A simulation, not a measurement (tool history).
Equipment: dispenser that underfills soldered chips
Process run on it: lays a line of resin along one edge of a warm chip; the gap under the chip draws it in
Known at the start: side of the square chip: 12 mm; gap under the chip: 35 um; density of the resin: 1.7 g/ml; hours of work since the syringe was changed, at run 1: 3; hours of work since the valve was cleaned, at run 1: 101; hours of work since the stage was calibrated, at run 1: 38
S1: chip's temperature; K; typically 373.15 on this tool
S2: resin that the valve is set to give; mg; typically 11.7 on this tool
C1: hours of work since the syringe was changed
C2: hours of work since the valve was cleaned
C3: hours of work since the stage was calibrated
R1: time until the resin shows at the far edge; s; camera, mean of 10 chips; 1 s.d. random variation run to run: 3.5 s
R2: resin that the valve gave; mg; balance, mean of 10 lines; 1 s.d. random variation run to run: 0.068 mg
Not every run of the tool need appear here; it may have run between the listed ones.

Run 1, hour 0: usual settings; C1 3; C2 101; C3 38. Result: R1 380.1 s, R2 10.77 mg.
At hour 8.5: new syringe of resin.
Run 2, hour 11.7: usual settings but S2 12.5 mg; C1 2; C2 110; C3 47. Result: R1 377.6 s, R2 11.32 mg.
At hour 21.7: new syringe of resin.
Run 3, hour 23.4: usual settings but S2 12.5 mg; C1 1; C2 118; C3 56. Result: R1 361.3 s, R2 11.26 mg.
Run 4, hour 28.4: usual settings; C1 5; C2 122; C3 60. Result: R1 419.9 s, R2 10.42 mg.
At hour 34.3: new syringe of resin.
Run 5, hour 40.4: usual settings; C1 5; C2 131; C3 69. Result: R1 398.7 s, R2 10.41 mg.
At hour 46.8: new syringe of resin.
Run 6, hour 51.4: usual settings; C1 4; C2 139; C3 77. Result: R1 391.8 s, R2 10.29 mg.
At hour 53.1: dispensing valve cleaned and set on the balance.
At hour 60.8: new syringe of resin.
Run 7, hour 63.8: usual settings; C1 2; C2 8; C3 85. Result: R1 365.8 s, R2 11.65 mg.
Run 8, hour 68.9: usual settings; C1 6; C2 12; C3 89. Result: R1 420 s, R2 11.55 mg.
At hour 73.5: new syringe of resin.
Run 9, hour 79.1: usual settings but S1 367.15 K; C1 4; C2 19; C3 97. Result: R1 480.4 s, R2 11.52 mg.
At hour 86.1: new syringe of resin.
Run 10, hour 86.4: usual settings but S2 11.8 mg; C1 0; C2 25; C3 102. Result: R1 343.8 s, R2 11.63 mg.
Run 11, hour 91.5: usual settings but S1 381.15 K; C1 4; C2 29; C3 106. Result: R1 288.6 s, R2 11.4 mg.
At hour 99.2: new syringe of resin.
Run 12, hour 103.1: usual settings; C1 3; C2 37; C3 115. Result: R1 363.5 s, R2 11.27 mg.
Run 13, hour 108.8: usual settings; C1 7; C2 42; C3 119. Result: R1 429.7 s, R2 11.39 mg.
At hour 112: new syringe of resin.
Run 14, hour 116.2: usual settings but S2 10.3 mg; C1 3; C2 47; C3 125. Result: R1 399.2 s, R2 9.89 mg.
Run 15, hour 122.8: usual settings but S2 10.3 mg; C1 8; C2 52; C3 130. Result: R1 469 s, R2 9.93 mg.
At hour 124.7: new syringe of resin.
Run 16, hour 134.8: usual settings but S2 10.3 mg; C1 8; C2 61; C3 139. Result: R1 460.7 s, R2 9.74 mg.
At hour 137.6: new syringe of resin.
Run 17, hour 145.7: usual settings but S2 10.3 mg; C1 6; C2 69; C3 147. Result: R1 435.6 s, R2 9.74 mg.
At hour 150.9: new syringe of resin.
Run 18, hour 151.3: usual settings but S1 363.15 K, S2 11.6 mg; C1 0; C2 73; C3 151. Result: R1 511.2 s, R2 10.89 mg.
Run 19, hour 161.8: usual settings but S1 375.15 K, S2 13.3 mg; C1 8; C2 81; C3 159. Result: R1 398.2 s, R2 12.43 mg.
At hour 163.7: new syringe of resin.
Run 20, hour 170.1: usual settings but S1 370.15 K, S2 12.6 mg; C1 5; C2 88; C3 165. Result: R1 422.9 s, R2 11.57 mg.
At hour 176.9: new syringe of resin.
Run 21, hour 177.7: usual settings but S1 374.15 K, S2 10.4 mg; C1 1; C2 93; C3 171. Result: R1 350.2 s, R2 9.58 mg.
Run 22, hour 185.3: usual settings but S1 385.15 K, S2 13.4 mg; C1 6; C2 99; C3 176. Result: R1 254.8 s, R2 12.4 mg.
At hour 190.3: new syringe of resin.
Run 23, hour 195: usual settings but S1 385.15 K, S2 13.4 mg; C1 4; C2 106; C3 184. Result: R1 232.2 s, R2 12.17 mg.
Run 24, hour 201.2: usual settings but S1 385.15 K, S2 13.4 mg; C1 8; C2 111; C3 188. Result: R1 267.3 s, R2 12.14 mg.
At hour 203.3: new syringe of resin.
Run 25, hour 210.1: usual settings but S1 364.15 K, S2 10.5 mg; C1 5; C2 118; C3 195. Result: R1 591.8 s, R2 9.48 mg.
At hour 216.2: new syringe of resin.
Run 26, hour 218.1: usual settings but S1 364.15 K, S2 13.8 mg; C1 1; C2 124; C3 201. Result: R1 476.7 s, R2 12.44 mg.
Run 27, hour 225.2: usual settings but S1 364.15 K, S2 13.8 mg; C1 7; C2 129; C3 206. Result: R1 566.7 s, R2 12.36 mg.
At hour 228.7: new syringe of resin.
Run 28, hour 231.5: usual settings but S1 381.15 K, S2 13.1 mg; C1 2; C2 134; C3 211. Result: R1 259.4 s, R2 11.78 mg.
At hour 240.9: dispensing valve cleaned and set on the balance.
At hour 242.4: new syringe of resin.
Run 29, hour 242.4: usual settings but S1 381.15 K, S2 13.1 mg; C1 0; C2 1; C3 218. Result: R1 237.8 s, R2 13.14 mg.
Run 30, hour 249.3: usual settings but S1 387.15 K, S2 12.2 mg; C1 5; C2 6; C3 224. Result: R1 234.5 s, R2 12.2 mg.
At hour 255: new syringe of resin.
Run 31, hour 260.4: usual settings but S1 387.15 K, S2 12.2 mg; C1 4; C2 14; C3 232. Result: R1 217.9 s, R2 12.11 mg.
At hour 267.9: new syringe of resin.
Run 32, hour 269.5: usual settings but S1 387.15 K, S2 14 mg; C1 1; C2 21; C3 239. Result: R1 200 s, R2 13.77 mg.
Run 33, hour 278.5: usual settings but S1 387.15 K, S2 14 mg; C1 8; C2 28; C3 246. Result: R1 245.5 s, R2 13.58 mg.
At hour 281: new syringe of resin.
Run 34, hour 286: usual settings but S1 369.15 K, S2 11 mg; C1 4; C2 34; C3 251. Result: R1 434.7 s, R2 10.79 mg.

A few steps of R1 between consecutive runs. Split each: what settings, incoming material and random variation would produce without the hidden state, and what is left over for the hidden state, along with gauge scatter present in only one of the two compared results (measured, and without hidden state):
Hidden state at play: resin's viscosity, % of fresh resin's; dose that the valve gives, % of what is set; true chip temperature over the reading, C; drift of the gauge itself on fill_s, %; drift of the gauge itself on given_mg, %.
Run 18 -> 19: S1 363.15 -> 375.15, S2 11.6 -> 13.3. R1 -113 s: hidden state +92.1, all else -205.1.
Run 24 -> 25: S1 385.15 -> 364.15, S2 13.4 -> 10.5, new syringe of resin. R1 +324.5 s: hidden state +36.3, all else +288.2.
Run 25 -> 26: S2 10.5 -> 13.8, new syringe of resin. R1 -115.1 s: hidden state -88.2, all else -26.9.
Run 26 -> 27: settings left as they were, no log entry in between. R1 +90 s: hidden state +90.8, all else -0.8.
Run 27 -> 28: S1 364.15 -> 381.15, S2 13.8 -> 13.1, new syringe of resin. R1 -307.3 s: hidden state -83, all else -224.3.
Run 33 -> 34: S1 387.15 -> 369.15, S2 14 -> 11, new syringe of resin. R1 +189.2 s: hidden state -23.9, all else +213.1.
